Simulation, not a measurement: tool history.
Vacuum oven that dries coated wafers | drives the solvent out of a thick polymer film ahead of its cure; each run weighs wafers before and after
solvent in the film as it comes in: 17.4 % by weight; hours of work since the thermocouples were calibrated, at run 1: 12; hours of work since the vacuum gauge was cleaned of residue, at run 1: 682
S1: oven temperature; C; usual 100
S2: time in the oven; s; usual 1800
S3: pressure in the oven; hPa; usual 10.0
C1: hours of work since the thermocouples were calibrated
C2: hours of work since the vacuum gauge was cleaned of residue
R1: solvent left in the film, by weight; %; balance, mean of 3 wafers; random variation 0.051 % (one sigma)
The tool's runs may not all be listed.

run,hour,S1,S2,S3,C1,C2,R1
1,0.0,100,1800,10.0,12,682,1.42
2,33.7,100,1800,10.0,34,704,1.54
3,71.9,100,1800,10.0,59,729,1.41
4,110.1,100,1800,10.0,84,753,1.55
5,178.9,100,1080,10.0,128,798,3.25
6,218.6,100,1080,10.0,154,824,3.26
7,252.7,100,1080,10.0,176,846,3.28
8,325.7,100,1080,10.0,223,893,3.26
9,377.4,100,1080,10.0,257,926,3.19
10,423.2,100,3120,10.0,286,956,0.80
11,466.2,100,3120,10.0,314,984,0.73
12,507.9,100,3120,10.0,341,1011,0.73
13,559.7,100,3120,10.0,374,1044,0.72
14,594.3,100,1800,10.0,397,1067,1.47
15,639.0,100,1800,10.0,426,1096,1.40
16,682.1,100,1800,10.0,454,1123,1.52
17,752.3,100,1800,10.0,499,1169,1.44
18,803.4,100,1800,10.0,532,1202,1.52
19,855.1,100,1800,10.0,566,1235,1.53
20,923.7,100,1800,10.0,610,1280,1.52
21,978.6,100,1800,5.5,645,1315,1.26
22,1023.2,100,1800,5.5,674,1344,1.15
23,1096.8,100,1800,5.5,722,1392,1.22
24,1148.4,100,1800,5.5,755,1425,1.16
# hour 1193.5: oven's thermocouples calibrated
25,1194.4,110,2640,21.6,1,1454,1.04
26,1246.2,100,2280,10.0,34,1487,1.01
27,1311.1,100,2280,10.0,76,1529,0.95
28,1357.9,91,960,10.0,106,1559,6.49
29,1424.6,114,1800,6.6,149,1602,0.26
30,1492.2,113,1800,35.4,193,1646,1.50
31,1548.5,113,1800,18.5,230,1683,0.77
32,1581.8,113,1800,18.5,251,1704,0.83
33,1623.4,113,1800,18.5,278,1731,0.77
34,1660.9,113,1800,18.5,302,1755,0.68
35,1718.5,106,3120,10.0,340,1793,0.43
36,1751.6,90,1680,20.8,361,1814,5.26
37,1816.6,86,1680,29.0,403,1856,6.92
38,1884.4,86,1680,29.0,447,1900,7.09
39,1944.0,114,1980,9.0,485,1938,0.44
40,1976.6,101,1740,29.1,507,1959,2.56
41,2023.9,101,1740,29.1,537,1990,2.47
42,2098.1,112,1800,11.7,585,2038,0.54
43,2171.3,100,1800,29.4,632,2085,2.64
44,2244.2,100,1800,29.4,680,2133,2.61

How the hidden state differs across the entries between the runs, from the last listed run before each to the first after it:
Between runs 24 and 25: oven's thermocouples calibrated (hour 1193.5)
  true wafer temperature over the reading, C: -0.03 -> -0.01

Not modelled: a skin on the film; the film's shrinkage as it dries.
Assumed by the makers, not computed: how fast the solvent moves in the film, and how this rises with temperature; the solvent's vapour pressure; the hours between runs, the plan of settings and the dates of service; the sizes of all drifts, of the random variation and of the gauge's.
